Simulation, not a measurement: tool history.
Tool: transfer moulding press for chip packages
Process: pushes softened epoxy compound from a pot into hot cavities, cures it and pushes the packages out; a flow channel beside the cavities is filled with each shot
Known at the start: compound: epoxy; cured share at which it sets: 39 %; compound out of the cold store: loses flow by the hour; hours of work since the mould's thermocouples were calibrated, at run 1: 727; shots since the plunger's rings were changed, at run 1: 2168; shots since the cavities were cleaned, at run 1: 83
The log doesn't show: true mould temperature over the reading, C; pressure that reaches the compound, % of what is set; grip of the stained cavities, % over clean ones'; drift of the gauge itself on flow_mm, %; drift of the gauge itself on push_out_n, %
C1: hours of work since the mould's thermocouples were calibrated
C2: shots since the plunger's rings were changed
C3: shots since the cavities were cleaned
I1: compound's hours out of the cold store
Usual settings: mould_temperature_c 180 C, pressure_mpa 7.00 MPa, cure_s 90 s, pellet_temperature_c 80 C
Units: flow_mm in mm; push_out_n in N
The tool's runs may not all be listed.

Run 1, hour 0.0: usual settings; C1 727; C2 2168; C3 83; I1 27.8. Result: flow_mm 606 mm, push_out_n 585 N.
Run 2, hour 33.2: usual settings; C1 745; C2 2500; C3 415; I1 31.0. Result: flow_mm 592 mm, push_out_n 827 N.
Run 3, hour 51.4: usual settings but pellet_temperature_c 81 C; C1 754; C2 2682; C3 597; I1 13.7. Result: flow_mm 617 mm, push_out_n 903 N.
At hour 76.8: cavities cleaned with cleaning compound and waxed.
Run 4, hour 83.9: usual settings but cure_s 95 s, pellet_temperature_c 81 C; C1 770; C2 2992; C3 72; I1 23.1. Result: flow_mm 603 mm, push_out_n 536 N.
Run 5, hour 113.0: usual settings but pressure_mpa 5.22 MPa; C1 786; C2 3282; C3 362; I1 8.5. Result: flow_mm 533 mm, push_out_n 800 N.
Run 6, hour 141.7: usual settings; C1 800; C2 3569; C3 649; I1 31.4. Result: flow_mm 587 mm, push_out_n 841 N.
At hour 161.9: cavities cleaned with cleaning compound and waxed.
Run 7, hour 175.8: usual settings but cure_s 115 s; C1 818; C2 3894; C3 138; I1 46.8. Result: flow_mm 571 mm, push_out_n 484 N.
At hour 201.8: mould's thermocouples calibrated.
Run 8, hour 208.6: usual settings but cure_s 115 s; C1 4; C2 4202; C3 446; I1 28.9. Result: flow_mm 589 mm, push_out_n 616 N.
Run 9, hour 237.9: usual settings but cure_s 115 s; C1 19; C2 4494; C3 738; I1 11.4. Result: flow_mm 598 mm, push_out_n 710 N.
At hour 250.1: cavities cleaned with cleaning compound and waxed.
Run 10, hour 261.2: usual settings but cure_s 115 s; C1 30; C2 4712; C3 110; I1 33.2. Result: flow_mm 589 mm, push_out_n 464 N.
Run 11, hour 294.7: usual settings but cure_s 115 s; C1 48; C2 5047; C3 445; I1 43.2. Result: flow_mm 564 mm, push_out_n 636 N.
Run 12, hour 326.3: usual settings but cure_s 115 s; C1 64; C2 5362; C3 760; I1 42.1. Result: flow_mm 565 mm, push_out_n 734 N.
At hour 337.7: cavities cleaned with cleaning compound and waxed.
Run 13, hour 354.5: usual settings but pellet_temperature_c 84 C; C1 78; C2 5629; C3 168; I1 21.6. Result: flow_mm 592 mm, push_out_n 634 N.
Run 14, hour 387.4: usual settings but pellet_temperature_c 84 C; C1 95; C2 5957; C3 496; I1 10.7. Result: flow_mm 603 mm, push_out_n 823 N.
Run 15, hour 406.5: usual settings but pressure_mpa 5.74 MPa, cure_s 108 s; C1 105; C2 6148; C3 687; I1 44.4. Result: flow_mm 505 mm, push_out_n 724 N.
At hour 424.0: cavities cleaned with cleaning compound and waxed.
Run 16, hour 428.7: usual settings but cure_s 115 s; C1 116; C2 6355; C3 47; I1 17.6. Result: flow_mm 592 mm, push_out_n 413 N.
Run 17, hour 460.1: usual settings but pellet_temperature_c 88 C; C1 133; C2 6668; C3 360; I1 30.6. Result: flow_mm 568 mm, push_out_n 759 N.
At hour 479.1: plunger's sealing rings changed.
Run 18, hour 492.3: usual settings but pressure_mpa 6.58 MPa, cure_s 108 s, pellet_temperature_c 88 C; C1 148; C2 131; C3 657; I1 24.4. Result: flow_mm 596 mm, push_out_n 725 N.
At hour 513.3: cavities cleaned with cleaning compound and waxed.
Run 19, hour 525.1: usual settings but pressure_mpa 5.30 MPa, cure_s 84 s; C1 164; C2 444; C3 118; I1 30.4. Result: flow_mm 526 mm, push_out_n 706 N.
Run 20, hour 550.4: usual settings but pressure_mpa 5.30 MPa, cure_s 84 s; C1 178; C2 696; C3 370; I1 19.0. Result: flow_mm 536 mm, push_out_n 914 N.
Run 21, hour 570.0: usual settings but mould_temperature_c 184 C, pressure_mpa 8.58 MPa, cure_s 100 s, pellet_temperature_c 84 C; C1 188; C2 892; C3 566; I1 30.6. Result: flow_mm 655 mm, push_out_n 677 N.
At hour 598.9: cavities cleaned with cleaning compound and waxed.
Run 22, hour 598.9: usual settings but mould_temperature_c 184 C, pressure_mpa 8.58 MPa, cure_s 100 s, pellet_temperature_c 84 C; C1 202; C2 1166; C3 0; I1 12.3. Result: flow_mm 686 mm, push_out_n 385 N.
Run 23, hour 614.4: usual settings but pressure_mpa 6.37 MPa; C1 210; C2 1321; C3 155; I1 25.2. Result: flow_mm 583 mm, push_out_n 662 N.
Run 24, hour 633.3: usual settings but pressure_mpa 6.37 MPa; C1 220; C2 1509; C3 343; I1 34.1. Result: flow_mm 569 mm, push_out_n 750 N.
Run 25, hour 667.3: usual settings but mould_temperature_c 175 C, pressure_mpa 6.37 MPa, pellet_temperature_c 85 C; C1 238; C2 1849; C3 683; I1 9.7. Result: flow_mm 612 mm, push_out_n 1251 N.
At hour 685.6: cavities cleaned with cleaning compound and waxed.
Run 26, hour 695.2: usual settings but mould_temperature_c 186 C, pressure_mpa 5.66 MPa, pellet_temperature_c 78 C; C1 252; C2 2113; C3 96; I1 26.3. Result: flow_mm 537 mm, push_out_n 490 N.
Run 27, hour 726.2: usual settings but mould_temperature_c 183 C, pressure_mpa 7.46 MPa, cure_s 76 s; C1 268; C2 2423; C3 406; I1 12.4. Result: flow_mm 623 mm, push_out_n 960 N.
Run 28, hour 750.2: usual settings but mould_temperature_c 182 C, cure_s 97 s, pellet_temperature_c 82 C; C1 280; C2 2661; C3 644; I1 23.1. Result: flow_mm 584 mm, push_out_n 722 N.

Forecast each of these 4 alternatives for the next run:
At hour 770.9: cavities cleaned with cleaning compound and waxed.
Run A, hour 777.2: usual settings but mould_temperature_c 185 C, pressure_mpa 6.94 MPa; C1 294; C2 2916; C3 62; I1 9.0. Result: flow_mm ?, push_out_n ?.
At hour 770.9: cavities cleaned with cleaning compound and waxed.
Run B, hour 777.2: usual settings but cure_s 88 s; C1 294; C2 2916; C3 62; I1 37.5. Result: flow_mm ?, push_out_n ?.
At hour 770.9: cavities cleaned with cleaning compound and waxed.
Run C, hour 777.2: usual settings but mould_temperature_c 182 C, cure_s 97 s, pellet_temperature_c 73 C; C1 294; C2 2916; C3 62; I1 23.1. Result: flow_mm ?, push_out_n ?.
At hour 770.9: cavities cleaned with cleaning compound and waxed.
Run D, hour 777.2: usual settings but mould_temperature_c 183 C, pressure_mpa 8.25 MPa, cure_s 97 s, pellet_temperature_c 88 C; C1 294; C2 2916; C3 62; I1 37.2. Result: flow_mm ?, push_out_n ?.

run  flow_mm  push_out_n
  A      601         472
  B      586         567
  C      593         470
  D      622         435
Without the tool's hidden state the same runs would have given:
run  flow_mm  push_out_n
  A      626         427
  B      610         519
  C      617         425
  D      647         392
